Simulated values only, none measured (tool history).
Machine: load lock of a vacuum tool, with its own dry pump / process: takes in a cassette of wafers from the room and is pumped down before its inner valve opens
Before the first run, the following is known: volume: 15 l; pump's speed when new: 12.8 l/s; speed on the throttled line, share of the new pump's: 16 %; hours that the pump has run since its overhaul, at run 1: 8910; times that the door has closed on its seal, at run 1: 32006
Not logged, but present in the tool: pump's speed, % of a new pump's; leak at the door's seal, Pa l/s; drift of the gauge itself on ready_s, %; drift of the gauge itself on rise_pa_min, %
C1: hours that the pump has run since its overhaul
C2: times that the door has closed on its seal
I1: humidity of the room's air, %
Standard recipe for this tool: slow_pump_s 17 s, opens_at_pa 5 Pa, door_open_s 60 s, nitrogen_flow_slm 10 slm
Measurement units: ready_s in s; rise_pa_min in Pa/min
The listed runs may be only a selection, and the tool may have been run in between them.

run 1 hour=0.0 | slow_pump_s=17 opens_at_pa=5 door_open_s=60 nitrogen_flow_slm=10 | C1=8910 C2=32006 | I1=45.5 | ready_s=28.1 rise_pa_min=0.167
run 2 hour=253.4 | slow_pump_s=17 opens_at_pa=5 door_open_s=60 nitrogen_flow_slm=10 | C1=9164 C2=33188 | I1=46.4 | ready_s=28.4 rise_pa_min=0.173
run 3 hour=374.7 | slow_pump_s=17 opens_at_pa=5 door_open_s=60 nitrogen_flow_slm=10 | C1=9285 C2=33754 | I1=46.0 | ready_s=28.4 rise_pa_min=0.174
run 4 hour=649.4 | slow_pump_s=17 opens_at_pa=8 door_open_s=60 nitrogen_flow_slm=10 | C1=9559 C2=35035 | I1=43.2 | ready_s=27.8 rise_pa_min=0.173
run 5 hour=768.3 | slow_pump_s=17 opens_at_pa=5 door_open_s=60 nitrogen_flow_slm=10 | C1=9678 C2=35590 | I1=47.1 | ready_s=28.3 rise_pa_min=0.179
run 6 hour=895.7 | slow_pump_s=17 opens_at_pa=5 door_open_s=60 nitrogen_flow_slm=10 | C1=9806 C2=36184 | I1=43.9 | ready_s=28.6 rise_pa_min=0.175
run 7 hour=1036.9 | slow_pump_s=17 opens_at_pa=5 door_open_s=60 nitrogen_flow_slm=10 | C1=9947 C2=36843 | I1=46.7 | ready_s=28.7 rise_pa_min=0.186
run 8 hour=1321.9 | slow_pump_s=17 opens_at_pa=8 door_open_s=60 nitrogen_flow_slm=10 | C1=10232 C2=38172 | I1=42.6 | ready_s=27.7 rise_pa_min=0.189
run 9 hour=1471.9 | slow_pump_s=17 opens_at_pa=5 door_open_s=60 nitrogen_flow_slm=10 | C1=10382 C2=38872 | I1=43.3 | ready_s=28.8 rise_pa_min=0.187
-- hour=1560.7 dry pump taken out, an overhauled one fitted
run 10 hour=1774.1 | slow_pump_s=17 opens_at_pa=5 door_open_s=60 nitrogen_flow_slm=10 | C1=213 C2=40254 | I1=45.4 | ready_s=26.1 rise_pa_min=0.198
run 11 hour=1983.8 | slow_pump_s=17 opens_at_pa=5 door_open_s=33 nitrogen_flow_slm=10 | C1=423 C2=41232 | I1=44.9 | ready_s=26.1 rise_pa_min=0.188
run 12 hour=2182.3 | slow_pump_s=12 opens_at_pa=4 door_open_s=120 nitrogen_flow_slm=13 | C1=622 C2=42158 | I1=48.2 | ready_s=22.2 rise_pa_min=0.237
run 13 hour=2427.0 | slow_pump_s=12 opens_at_pa=4 door_open_s=97 nitrogen_flow_slm=13 | C1=866 C2=43299 | I1=43.8 | ready_s=22.5 rise_pa_min=0.220
run 14 hour=2614.0 | slow_pump_s=12 opens_at_pa=10 door_open_s=97 nitrogen_flow_slm=17 | C1=1053 C2=44171 | I1=45.9 | ready_s=21.2 rise_pa_min=0.224
run 15 hour=2746.8 | slow_pump_s=17 opens_at_pa=5 door_open_s=88 nitrogen_flow_slm=10 | C1=1186 C2=44791 | I1=45.6 | ready_s=26.2 rise_pa_min=0.229
run 16 hour=2885.1 | slow_pump_s=32 opens_at_pa=6 door_open_s=88 nitrogen_flow_slm=10 | C1=1324 C2=45436 | I1=47.0 | ready_s=38.5 rise_pa_min=0.243
run 17 hour=3091.9 | slow_pump_s=17 opens_at_pa=4 door_open_s=88 nitrogen_flow_slm=10 | C1=1531 C2=46401 | I1=46.5 | ready_s=26.7 rise_pa_min=0.247
run 18 hour=3243.8 | slow_pump_s=17 opens_at_pa=4 door_open_s=88 nitrogen_flow_slm=10 | C1=1683 C2=47109 | I1=46.0 | ready_s=26.6 rise_pa_min=0.250
run 19 hour=3402.4 | slow_pump_s=9 opens_at_pa=6 door_open_s=60 nitrogen_flow_slm=10 | C1=1842 C2=47849 | I1=45.1 | ready_s=19.4 rise_pa_min=0.230
-- hour=3537.9 door's seal changed, seat wiped
run 20 hour=3651.4 | slow_pump_s=9 opens_at_pa=6 door_open_s=60 nitrogen_flow_slm=10 | C1=2089 C2=530 | I1=41.9 | ready_s=19.6 rise_pa_min=0.082
run 21 hour=3890.7 | slow_pump_s=9 opens_at_pa=6 door_open_s=56 nitrogen_flow_slm=10 | C1=2329 C2=1646 | I1=47.0 | ready_s=19.5 rise_pa_min=0.089
run 22 hour=4133.0 | slow_pump_s=17 opens_at_pa=9 door_open_s=60 nitrogen_flow_slm=10 | C1=2571 C2=2776 | I1=45.1 | ready_s=25.8 rise_pa_min=0.090

Predict each of these 5 candidate next runs independently; none follows another, all start after run 22:
run A hour=4298.4 | slow_pump_s=17 opens_at_pa=5 door_open_s=34 nitrogen_flow_slm=10 | C1=2736 C2=3548 | I1=43.2 | ready_s=? rise_pa_min=?
run B hour=4298.4 | slow_pump_s=10 opens_at_pa=9 door_open_s=48 nitrogen_flow_slm=15 | C1=2736 C2=3548 | I1=46.1 | ready_s=? rise_pa_min=?
run C hour=4298.4 | slow_pump_s=15 opens_at_pa=9 door_open_s=60 nitrogen_flow_slm=26 | C1=2736 C2=3548 | I1=44.1 | ready_s=? rise_pa_min=?
run D hour=4298.4 | slow_pump_s=17 opens_at_pa=5 door_open_s=40 nitrogen_flow_slm=6 | C1=2736 C2=3548 | I1=45.7 | ready_s=? rise_pa_min=?
run E hour=4298.4 | slow_pump_s=17 opens_at_pa=5 door_open_s=60 nitrogen_flow_slm=10 | C1=2736 C2=3548 | I1=49.3 | ready_s=? rise_pa_min=?

run=A ready_s=26.6 rise_pa_min=0.067
run=B ready_s=19.9 rise_pa_min=0.073
run=C ready_s=24.0 rise_pa_min=0.065
run=D ready_s=26.7 rise_pa_min=0.076
run=E ready_s=26.5 rise_pa_min=0.094
The same runs, with their run-to-run variation unchanged, on a tool lacking any hidden condition would have given:
run=A ready_s=26.2 rise_pa_min=0.064
run=B ready_s=19.4 rise_pa_min=0.070
run=C ready_s=23.6 rise_pa_min=0.062
run=D ready_s=26.2 rise_pa_min=0.073
run=E ready_s=26.0 rise_pa_min=0.090
